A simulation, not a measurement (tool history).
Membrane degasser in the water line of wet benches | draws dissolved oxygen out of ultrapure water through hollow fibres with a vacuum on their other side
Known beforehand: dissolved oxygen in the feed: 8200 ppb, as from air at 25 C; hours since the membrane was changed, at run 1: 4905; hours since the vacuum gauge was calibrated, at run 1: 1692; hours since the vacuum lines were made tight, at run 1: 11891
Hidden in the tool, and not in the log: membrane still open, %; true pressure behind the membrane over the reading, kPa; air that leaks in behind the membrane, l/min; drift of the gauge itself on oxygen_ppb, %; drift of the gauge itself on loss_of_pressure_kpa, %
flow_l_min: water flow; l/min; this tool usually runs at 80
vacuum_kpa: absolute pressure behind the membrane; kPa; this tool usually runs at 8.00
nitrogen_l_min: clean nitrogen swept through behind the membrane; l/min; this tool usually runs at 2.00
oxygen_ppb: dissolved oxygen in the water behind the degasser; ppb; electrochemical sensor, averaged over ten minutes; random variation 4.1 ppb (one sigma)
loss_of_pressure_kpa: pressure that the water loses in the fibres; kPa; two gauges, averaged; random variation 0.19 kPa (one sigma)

| run | day | flow_l_min | vacuum_kpa | nitrogen_l_min | hours since the membrane was changed | hours since the vacuum gauge was calibrated | hours since the vacuum lines were made tight | oxygen_ppb | loss_of_pressure_kpa |
|---|---|---|---|---|---|---|---|---|---|
| 1 | 0.000 | 80 | 8.00 | 2.00 | 4905 | 1692 | 11891 | 428.2 | 38.55 |
| 2 | 7.592 | 80 | 8.00 | 2.00 | 5087 | 1874 | 12073 | 421.9 | 38.51 |
| 3 | 12.688 | 80 | 14.99 | 2.00 | 5209 | 1996 | 12195 | 915.7 | 38.46 |
| 4 | 17.071 | 80 | 14.99 | 2.00 | 5314 | 2101 | 12300 | 901.5 | 38.59 |
| 5 | 24.783 | 80 | 14.99 | 2.00 | 5500 | 2287 | 12485 | 933.1 | 38.27 |
| 6 | 29.571 | 80 | 11.16 | 2.00 | 5615 | 2402 | 12600 | 647.1 | 38.67 |
| 7 | 37.971 | 80 | 11.16 | 2.00 | 5816 | 2603 | 12802 | 656.1 | 38.42 |
| 8 | 42.833 | 80 | 11.16 | 2.00 | 5933 | 2720 | 12919 | 655.6 | 38.87 |
| 9 | 48.962 | 80 | 11.47 | 2.00 | 6080 | 2867 | 13066 | 679.8 | 38.86 |
| 10 | 57.250 | 80 | 11.47 | 1.09 | 6279 | 3066 | 13265 | 1012.7 | 38.78 |
| 11 | 64.717 | 80 | 11.47 | 1.09 | 6458 | 3245 | 13444 | 997.7 | 38.74 |
| 12 | 70.383 | 80 | 6.23 | 1.09 | 6594 | 3381 | 13580 | 427.3 | 38.51 |
| 13 | 78.704 | 80 | 6.23 | 1.09 | 6794 | 3581 | 13780 | 424.2 | 38.74 |
| 14 | 83.554 | 80 | 8.00 | 2.00 | 6910 | 3697 | 13896 | 432.5 | 39.01 |
| 15 | 90.525 | 80 | 8.00 | 2.00 | 7077 | 3864 | 14063 | 421.8 | 38.90 |
| 16 | 94.188 | 80 | 8.00 | 2.00 | 7165 | 3952 | 14151 | 431.0 | 38.83 |
| 17 | 101.938 | 59 | 4.81 | 1.50 | 7351 | 4138 | 14337 | 161.0 | 28.55 |
| 18 | 106.567 | 59 | 4.81 | 1.50 | 7462 | 4249 | 14448 | 162.4 | 28.66 |
| 19 | 114.279 | 85 | 8.00 | 0.98 | 7647 | 4434 | 14633 | 707.6 | 41.88 |
| 20 | 120.771 | 53 | 12.37 | 3.65 | 7803 | 4590 | 14789 | 328.2 | 25.67 |
|  | 121.233 | vacuum gauge calibrated |
| 21 | 127.708 | 54 | 7.94 | 0.97 | 7969 | 155 | 14955 | 491.7 | 26.39 |
|  | 130.021 | seals of the vacuum lines changed |
| 22 | 135.062 | 80 | 8.00 | 1.70 | 8144 | 330 | 121 | 481.3 | 39.29 |
| 23 | 139.108 | 80 | 8.00 | 1.70 | 8241 | 427 | 218 | 483.1 | 39.02 |
| 24 | 143.633 | 104 | 6.78 | 4.09 | 8350 | 536 | 327 | 284.2 | 51.03 |
| 25 | 150.346 | 90 | 12.82 | 2.48 | 8511 | 697 | 488 | 731.4 | 44.19 |
|  | 151.700 | vacuum gauge calibrated, once more |
| 26 | 156.192 | 57 | 8.00 | 3.49 | 8650 | 108 | 628 | 198.7 | 27.83 |
| 27 | 163.933 | 48 | 8.00 | 2.72 | 8836 | 294 | 813 | 206.4 | 23.54 |
| 28 | 172.746 | 61 | 8.00 | 4.72 | 9048 | 505 | 1025 | 175.2 | 30.13 |
| 29 | 179.675 | 96 | 5.01 | 1.77 | 9214 | 671 | 1191 | 260.9 | 47.21 |
| 30 | 186.362 | 96 | 5.01 | 1.77 | 9374 | 832 | 1352 | 254.0 | 47.31 |
| 31 | 195.079 | 78 | 11.58 | 0.91 | 9584 | 1041 | 1561 | 1104.9 | 38.66 |

Below, some changes in oxygen_ppb between adjacent runs. For each, the amount present without the hidden state too (settings, incoming material, random variation) and the amount remaining for the hidden state with gauge scatter not shared by both compared results:
Run 11 -> 12: vacuum_kpa 11.47 -> 6.23. oxygen_ppb -570.4 ppb: hidden state +4.1, all else -574.5.
Run 18 -> 19: flow_l_min 59 -> 85, vacuum_kpa 4.81 -> 8.00, nitrogen_l_min 1.50 -> 0.98. oxygen_ppb +545.2 ppb: hidden state +7.7, all else +537.5.
Run 19 -> 20: flow_l_min 85 -> 53, vacuum_kpa 8.00 -> 12.37, nitrogen_l_min 0.98 -> 3.65. oxygen_ppb -379.4 ppb: hidden state -11.6, all else -367.8.
Run 25 -> 26: flow_l_min 90 -> 57, vacuum_kpa 12.82 -> 8.00, nitrogen_l_min 2.48 -> 3.49, vacuum gauge calibrated, once more. oxygen_ppb -532.7 ppb: hidden state -15.6, all else -517.1.
Run 28 -> 29: flow_l_min 61 -> 96, vacuum_kpa 8.00 -> 5.01, nitrogen_l_min 4.72 -> 1.77. oxygen_ppb +85.7 ppb: hidden state +9.8, all else +75.9.
Run 30 -> 31: flow_l_min 96 -> 78, vacuum_kpa 5.01 -> 11.58, nitrogen_l_min 1.77 -> 0.91. oxygen_ppb +850.9 ppb: hidden state -6.8, all else +857.7.
